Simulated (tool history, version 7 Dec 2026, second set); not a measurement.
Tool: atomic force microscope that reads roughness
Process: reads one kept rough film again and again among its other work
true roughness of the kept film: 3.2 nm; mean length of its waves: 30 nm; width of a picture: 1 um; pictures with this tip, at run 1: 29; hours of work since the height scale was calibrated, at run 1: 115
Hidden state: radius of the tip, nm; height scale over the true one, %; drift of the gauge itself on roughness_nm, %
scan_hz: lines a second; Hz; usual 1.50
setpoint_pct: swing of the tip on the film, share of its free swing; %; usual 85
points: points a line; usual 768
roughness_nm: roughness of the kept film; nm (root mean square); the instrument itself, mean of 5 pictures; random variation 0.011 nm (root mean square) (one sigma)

| run | day | scan_hz | setpoint_pct | points | pictures with this tip | hours of work since the height scale was calibrated | roughness_nm |
|---|---|---|---|---|---|---|---|
| 1 | 0.000 | 1.50 | 85 | 768 | 29 | 115 | 2.408 |
| 2 | 0.296 | 1.50 | 85 | 487 | 39 | 118 | 2.370 |
| 3 | 0.825 | 1.50 | 85 | 487 | 58 | 124 | 2.307 |
| 4 | 1.221 | 1.50 | 85 | 487 | 71 | 128 | 2.255 |
| 5 | 1.617 | 1.50 | 85 | 487 | 85 | 132 | 2.229 |
| 6 | 2.100 | 1.50 | 85 | 507 | 102 | 137 | 2.201 |
| 7 | 2.338 | 1.50 | 85 | 768 | 110 | 140 | 2.196 |
| 8 | 2.821 | 1.50 | 85 | 768 | 127 | 145 | 2.141 |
| 9 | 3.275 | 1.50 | 85 | 768 | 142 | 150 | 2.103 |
| 10 | 3.808 | 1.50 | 85 | 768 | 161 | 156 | 2.062 |
| 11 | 4.175 | 1.50 | 80 | 768 | 174 | 160 | 2.093 |
| 12 | 4.521 | 0.78 | 85 | 768 | 186 | 164 | 2.135 |
| 13 | 4.783 | 3.39 | 85 | 768 | 195 | 166 | 1.692 |
| 14 | 5.058 | 1.50 | 85 | 768 | 204 | 169 | 1.975 |
| 15 | 5.375 | 1.50 | 63 | 768 | 215 | 173 | 2.153 |
| 16 | 5.888 | 1.50 | 63 | 768 | 233 | 178 | 2.124 |
|  | 6.254 | new tip fitted |
| 17 | 6.254 | 1.50 | 85 | 389 | 0 | 182 | 2.487 |
| 18 | 6.762 | 1.50 | 85 | 768 | 17 | 188 | 2.437 |
| 19 | 7.183 | 1.50 | 85 | 768 | 32 | 192 | 2.395 |
| 20 | 7.571 | 0.54 | 85 | 768 | 45 | 196 | 2.594 |
| 21 | 7.846 | 0.54 | 65 | 768 | 55 | 199 | 2.676 |
| 22 | 8.167 | 0.54 | 65 | 768 | 66 | 203 | 2.592 |
|  | 8.250 | height scale calibrated on a step standard |
| 23 | 8.500 | 0.54 | 65 | 768 | 76 | 3 | 2.589 |
|  | 9.062 | height scale calibrated on a step standard, once more |
| 24 | 9.079 | 1.50 | 85 | 768 | 95 | 0 | 2.248 |
| 25 | 9.521 | 2.40 | 85 | 519 | 110 | 5 | 2.023 |
| 26 | 9.838 | 1.20 | 67 | 519 | 121 | 8 | 2.409 |
| 27 | 10.112 | 3.86 | 62 | 515 | 130 | 11 | 2.231 |
| 28 | 10.588 | 1.07 | 66 | 404 | 147 | 17 | 2.331 |
| 29 | 10.938 | 1.07 | 66 | 404 | 159 | 20 | 2.306 |
| 30 | 11.179 | 2.10 | 68 | 544 | 167 | 23 | 2.206 |
| 31 | 11.433 | 1.50 | 85 | 486 | 176 | 26 | 2.063 |
| 32 | 11.875 | 1.50 | 85 | 674 | 191 | 30 | 2.018 |
| 33 | 12.421 | 1.50 | 85 | 674 | 210 | 36 | 1.988 |
| 34 | 12.962 | 1.50 | 74 | 289 | 229 | 42 | 2.044 |
| 35 | 13.208 | 0.69 | 74 | 289 | 237 | 45 | 2.119 |
|  | 13.442 | new tip fitted |
| 36 | 13.475 | 1.32 | 64 | 289 | 1 | 48 | 2.758 |
| 37 | 13.900 | 1.95 | 80 | 690 | 16 | 52 | 2.461 |
| 38 | 14.225 | 1.95 | 80 | 690 | 27 | 56 | 2.390 |
| 39 | 14.742 | 2.45 | 83 | 343 | 45 | 61 | 2.191 |
| 40 | 15.158 | 2.96 | 62 | 768 | 59 | 66 | 2.479 |
| 41 | 15.625 | 2.96 | 62 | 768 | 75 | 71 | 2.439 |
| 42 | 15.950 | 2.90 | 85 | 526 | 87 | 74 | 2.002 |
| 43 | 16.458 | 2.90 | 85 | 526 | 104 | 80 | 1.952 |
| 44 | 16.938 | 0.60 | 79 | 400 | 121 | 85 | 2.400 |
| 45 | 17.254 | 0.60 | 79 | 400 | 132 | 89 | 2.368 |
| 46 | 17.650 | 0.60 | 79 | 400 | 145 | 93 | 2.349 |
| 47 | 17.950 | 3.67 | 85 | 768 | 156 | 96 | 1.754 |

Measured less the same run without the tool's hidden state. The same run-to-run variation is in both; the gauge's scatter may not be:
| run | roughness_nm |
|---|---|
| 1 | -0.115 |
| 2 | -0.146 |
| 3 | -0.196 |
| 4 | -0.228 |
| 5 | -0.263 |
| 6 | -0.307 |
| 7 | -0.325 |
| 8 | -0.367 |
| 9 | -0.400 |
| 10 | -0.443 |
| 11 | -0.488 |
| 12 | -0.528 |
| 13 | -0.437 |
| 14 | -0.531 |
| 15 | -0.613 |
| 16 | -0.656 |
| 17 | -0.011 |
| 18 | -0.062 |
| 19 | -0.109 |
| 20 | -0.159 |
| 21 | -0.199 |
| 22 | -0.230 |
| 23 | -0.264 |
| 24 | -0.271 |
| 25 | -0.283 |
| 26 | -0.369 |
| 27 | -0.368 |
| 28 | -0.433 |
| 29 | -0.461 |
| 30 | -0.461 |
| 31 | -0.456 |
| 32 | -0.486 |
| 33 | -0.522 |
| 34 | -0.584 |
| 35 | -0.631 |
| 36 | -0.014 |
| 37 | -0.060 |
| 38 | -0.095 |
| 39 | -0.134 |
| 40 | -0.192 |
| 41 | -0.241 |
| 42 | -0.224 |
| 43 | -0.262 |
| 44 | -0.371 |
| 45 | -0.397 |
| 46 | -0.430 |
| 47 | -0.346 |

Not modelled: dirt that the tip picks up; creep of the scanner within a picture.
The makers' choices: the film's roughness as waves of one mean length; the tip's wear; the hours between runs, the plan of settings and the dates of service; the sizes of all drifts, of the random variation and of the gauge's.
